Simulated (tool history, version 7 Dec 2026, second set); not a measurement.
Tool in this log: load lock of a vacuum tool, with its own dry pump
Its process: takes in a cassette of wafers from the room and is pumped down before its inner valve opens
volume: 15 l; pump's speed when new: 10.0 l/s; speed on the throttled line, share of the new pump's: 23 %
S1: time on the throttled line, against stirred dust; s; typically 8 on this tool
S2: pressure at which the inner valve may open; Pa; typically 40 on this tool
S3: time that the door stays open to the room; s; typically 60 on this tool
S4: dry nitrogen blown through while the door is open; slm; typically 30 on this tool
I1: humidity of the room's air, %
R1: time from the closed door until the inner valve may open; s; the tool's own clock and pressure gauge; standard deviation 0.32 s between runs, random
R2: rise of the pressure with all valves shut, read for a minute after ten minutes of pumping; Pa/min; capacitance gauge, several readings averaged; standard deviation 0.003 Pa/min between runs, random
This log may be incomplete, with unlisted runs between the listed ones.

{"run": 1, "hour": 0.0, "S1": 8, "S2": 40, "S3": 60, "S4": 30, "I1": 46.5, "R1": 18.3, "R2": 0.038}
{"run": 2, "hour": 293.3, "S1": 8, "S2": 40, "S3": 60, "S4": 30, "I1": 43.1, "R1": 18.1, "R2": 0.024}
{"run": 3, "hour": 878.8, "S1": 8, "S2": 40, "S3": 60, "S4": 30, "I1": 43.8, "R1": 18.1, "R2": 0.029}
{"run": 4, "hour": 1247.6, "S1": 8, "S2": 40, "S3": 60, "S4": 30, "I1": 45.1, "R1": 18.1, "R2": 0.037}
{"run": 5, "hour": 1826.1, "S1": 5, "S2": 40, "S3": 60, "S4": 30, "I1": 42.9, "R1": 16.1, "R2": 0.03}
{"run": 6, "hour": 2314.8, "S1": 8, "S2": 40, "S3": 60, "S4": 30, "I1": 47.9, "R1": 18.1, "R2": 0.035}
{"run": 7, "hour": 2813.8, "S1": 11, "S2": 40, "S3": 60, "S4": 30, "I1": 44.0, "R1": 20.7, "R2": 0.031}
{"run": 8, "hour": 3321.0, "S1": 11, "S2": 40, "S3": 60, "S4": 30, "I1": 46.2, "R1": 20.7, "R2": 0.032}
{"run": 9, "hour": 3919.0, "S1": 11, "S2": 40, "S3": 60, "S4": 5, "I1": 42.9, "R1": 20.5, "R2": 0.06}
{"run": 10, "hour": 4491.3, "S1": 8, "S2": 40, "S3": 132, "S4": 30, "I1": 45.4, "R1": 18.1, "R2": 0.058}
{"run": 11, "hour": 4826.6, "S1": 6, "S2": 40, "S3": 60, "S4": 30, "I1": 47.6, "R1": 16.4, "R2": 0.037}
{"run": 12, "hour": 5164.9, "S1": 5, "S2": 40, "S3": 60, "S4": 30, "I1": 46.3, "R1": 15.6, "R2": 0.035}
{"run": 13, "hour": 5483.5, "S1": 8, "S2": 40, "S3": 234, "S4": 30, "I1": 41.9, "R1": 18.0, "R2": 0.073}
{"run": 14, "hour": 5875.4, "S1": 8, "S2": 40, "S3": 60, "S4": 30, "I1": 47.9, "R1": 17.7, "R2": 0.03}
{"run": 15, "hour": 6477.8, "S1": 8, "S2": 40, "S3": 60, "S4": 27, "I1": 46.7, "R1": 18.1, "R2": 0.038}
{"run": 16, "hour": 6746.7, "S1": 8, "S2": 75, "S3": 60, "S4": 27, "I1": 43.4, "R1": 16.9, "R2": 0.032}
{"run": 17, "hour": 7035.4, "S1": 8, "S2": 75, "S3": 60, "S4": 27, "I1": 45.1, "R1": 17.5, "R2": 0.04}
{"run": 18, "hour": 7317.8, "S1": 8, "S2": 75, "S3": 60, "S4": 27, "I1": 42.9, "R1": 17.1, "R2": 0.036}
{"run": 19, "hour": 7655.6, "S1": 6, "S2": 40, "S3": 60, "S4": 30, "I1": 46.8, "R1": 16.7, "R2": 0.039}
{"run": 20, "hour": 8109.2, "S1": 6, "S2": 40, "S3": 178, "S4": 30, "I1": 46.1, "R1": 16.8, "R2": 0.065}
{"run": 21, "hour": 8459.8, "S1": 8, "S2": 40, "S3": 46, "S4": 30, "I1": 43.1, "R1": 17.7, "R2": 0.031}
{"run": 22, "hour": 8955.0, "S1": 8, "S2": 37, "S3": 60, "S4": 30, "I1": 43.4, "R1": 18.1, "R2": 0.035}
{"run": 23, "hour": 9515.8, "S1": 8, "S2": 40, "S3": 53, "S4": 4, "I1": 44.8, "R1": 18.6, "R2": 0.068}
{"run": 24, "hour": 10064.4, "S1": 8, "S2": 56, "S3": 53, "S4": 4, "I1": 45.0, "R1": 17.8, "R2": 0.067}
{"run": 25, "hour": 10469.6, "S1": 6, "S2": 37, "S3": 187, "S4": 4, "I1": 47.8, "R1": 16.4, "R2": 0.17}
{"run": 26, "hour": 11054.3, "S1": 6, "S2": 37, "S3": 187, "S4": 4, "I1": 44.8, "R1": 16.5, "R2": 0.153}
{"run": 27, "hour": 11354.6, "S1": 7, "S2": 40, "S3": 182, "S4": 30, "I1": 46.0, "R1": 17.6, "R2": 0.075}
{"run": 28, "hour": 11904.0, "S1": 8, "S2": 40, "S3": 60, "S4": 9, "I1": 47.5, "R1": 18.0, "R2": 0.062}
{"run": 29, "hour": 12438.3, "S1": 8, "S2": 40, "S3": 60, "S4": 9, "I1": 45.9, "R1": 17.9, "R2": 0.054}
{"run": 30, "hour": 12851.4, "S1": 9, "S2": 40, "S3": 60, "S4": 9, "I1": 49.1, "R1": 18.9, "R2": 0.064}
{"run": 31, "hour": 13245.1, "S1": 13, "S2": 38, "S3": 76, "S4": 6, "I1": 44.1, "R1": 21.2, "R2": 0.076}
{"run": 32, "hour": 13730.8, "S1": 7, "S2": 49, "S3": 102, "S4": 6, "I1": 44.6, "R1": 16.2, "R2": 0.097}
{"run": 33, "hour": 14138.8, "S1": 7, "S2": 49, "S3": 102, "S4": 6, "I1": 44.4, "R1": 16.9, "R2": 0.095}
{"run": 34, "hour": 14394.2, "S1": 8, "S2": 40, "S3": 55, "S4": 30, "I1": 47.5, "R1": 18.1, "R2": 0.036}
{"run": 35, "hour": 14901.5, "S1": 4, "S2": 40, "S3": 48, "S4": 5, "I1": 42.9, "R1": 14.8, "R2": 0.053}
{"hour": 14972.1, "done": "dry pump taken out, an overhauled one fitted"}
{"run": 36, "hour": 15508.8, "S1": 4, "S2": 40, "S3": 208, "S4": 36, "I1": 41.3, "R1": 15.0, "R2": 0.065}

What if the next run were any one of these 5? Each begins from the tool's condition after run 36:
{"run": "A", "hour": 15868.1, "S1": 8, "S2": 40, "S3": 92, "S4": 9, "I1": 46.7, "R1": "?", "R2": "?"}
{"run": "B", "hour": 15868.1, "S1": 7, "S2": 40, "S3": 60, "S4": 30, "I1": 43.1, "R1": "?", "R2": "?"}
{"run": "C", "hour": 15868.1, "S1": 8, "S2": 40, "S3": 41, "S4": 30, "I1": 46.2, "R1": "?", "R2": "?"}
{"run": "D", "hour": 15868.1, "S1": 4, "S2": 40, "S3": 113, "S4": 36, "I1": 46.0, "R1": "?", "R2": "?"}
{"run": "E", "hour": 15868.1, "S1": 14, "S2": 40, "S3": 208, "S4": 10, "I1": 40.9, "R1": "?", "R2": "?"}

run=A R1=18.4 R2=0.081
run=B R1=17.1 R2=0.035
run=C R1=18.1 R2=0.026
run=D R1=15.1 R2=0.050
run=E R1=22.1 R2=0.122
What these runs would have given with no unlogged condition in the tool:
run=A R1=18.4 R2=0.080
run=B R1=17.1 R2=0.034
run=C R1=18.1 R2=0.025
run=D R1=15.1 R2=0.049
run=E R1=22.1 R2=0.120
